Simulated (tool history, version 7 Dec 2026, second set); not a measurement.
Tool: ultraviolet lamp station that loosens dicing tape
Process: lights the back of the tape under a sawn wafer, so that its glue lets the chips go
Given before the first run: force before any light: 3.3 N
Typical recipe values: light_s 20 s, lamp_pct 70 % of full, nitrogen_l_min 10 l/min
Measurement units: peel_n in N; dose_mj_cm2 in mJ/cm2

{"run": 1, "hour": 0.0, "light_s": 20, "lamp_pct": 70, "nitrogen_l_min": 10, "peel_n": 0.86, "dose_mj_cm2": 264}
{"run": 2, "hour": 37.6, "light_s": 20, "lamp_pct": 70, "nitrogen_l_min": 10, "peel_n": 0.877, "dose_mj_cm2": 264}
{"run": 3, "hour": 60.5, "light_s": 20, "lamp_pct": 70, "nitrogen_l_min": 10, "peel_n": 0.861, "dose_mj_cm2": 254}
{"hour": 78.2, "done": "window cleaned of glue's vapour"}
{"run": 4, "hour": 104.2, "light_s": 20, "lamp_pct": 70, "nitrogen_l_min": 10, "peel_n": 0.74, "dose_mj_cm2": 299}
{"run": 5, "hour": 129.7, "light_s": 20, "lamp_pct": 70, "nitrogen_l_min": 10, "peel_n": 0.72, "dose_mj_cm2": 292}
{"run": 6, "hour": 164.2, "light_s": 20, "lamp_pct": 70, "nitrogen_l_min": 10, "peel_n": 0.783, "dose_mj_cm2": 282}
{"run": 7, "hour": 207.3, "light_s": 20, "lamp_pct": 70, "nitrogen_l_min": 10, "peel_n": 0.778, "dose_mj_cm2": 274}
{"run": 8, "hour": 253.0, "light_s": 20, "lamp_pct": 70, "nitrogen_l_min": 10, "peel_n": 0.821, "dose_mj_cm2": 265}
{"run": 9, "hour": 288.2, "light_s": 20, "lamp_pct": 70, "nitrogen_l_min": 10, "peel_n": 0.874, "dose_mj_cm2": 262}
{"run": 10, "hour": 312.5, "light_s": 20, "lamp_pct": 70, "nitrogen_l_min": 10, "peel_n": 0.886, "dose_mj_cm2": 259}
{"run": 11, "hour": 346.6, "light_s": 14, "lamp_pct": 92, "nitrogen_l_min": 10, "peel_n": 0.993, "dose_mj_cm2": 229}
{"run": 12, "hour": 367.1, "light_s": 28, "lamp_pct": 62, "nitrogen_l_min": 7, "peel_n": 0.795, "dose_mj_cm2": 307}
{"run": 13, "hour": 397.6, "light_s": 28, "lamp_pct": 77, "nitrogen_l_min": 7, "peel_n": 0.59, "dose_mj_cm2": 378}
{"hour": 421.9, "done": "window cleaned of glue's vapour"}
{"run": 14, "hour": 437.5, "light_s": 32, "lamp_pct": 77, "nitrogen_l_min": 7, "peel_n": 0.353, "dose_mj_cm2": 503}
{"run": 15, "hour": 464.1, "light_s": 11, "lamp_pct": 93, "nitrogen_l_min": 3, "peel_n": 1.601, "dose_mj_cm2": 204}
{"run": 16, "hour": 500.0, "light_s": 11, "lamp_pct": 62, "nitrogen_l_min": 3, "peel_n": 2.1, "dose_mj_cm2": 137}
{"hour": 538.5, "done": "lamp changed"}
{"run": 17, "hour": 549.0, "light_s": 11, "lamp_pct": 62, "nitrogen_l_min": 3, "peel_n": 1.728, "dose_mj_cm2": 177}

Here are 4 independent what-if runs from the current tool condition. What would each one return?
{"run": "A", "hour": 585.5, "light_s": 27, "lamp_pct": 64, "nitrogen_l_min": 6, "peel_n": "?", "dose_mj_cm2": "?"}
{"run": "B", "hour": 585.5, "light_s": 21, "lamp_pct": 76, "nitrogen_l_min": 3, "peel_n": "?", "dose_mj_cm2": "?"}
{"run": "C", "hour": 585.5, "light_s": 10, "lamp_pct": 63, "nitrogen_l_min": 3, "peel_n": "?", "dose_mj_cm2": "?"}
{"run": "D", "hour": 585.5, "light_s": 11, "lamp_pct": 62, "nitrogen_l_min": 13, "peel_n": "?", "dose_mj_cm2": "?"}

run=A peel_n=0.478 dose_mj_cm2=443
run=B peel_n=0.786 dose_mj_cm2=409
run=C peel_n=1.875 dose_mj_cm2=166
run=D peel_n=1.234 dose_mj_cm2=176
With the hidden condition removed and each run's random variation left untouched, the same runs would have given:
run=A peel_n=0.4 dose_mj_cm2=488
run=B peel_n=0.684 dose_mj_cm2=451
run=C peel_n=1.769 dose_mj_cm2=182
run=D peel_n=1.121 dose_mj_cm2=194
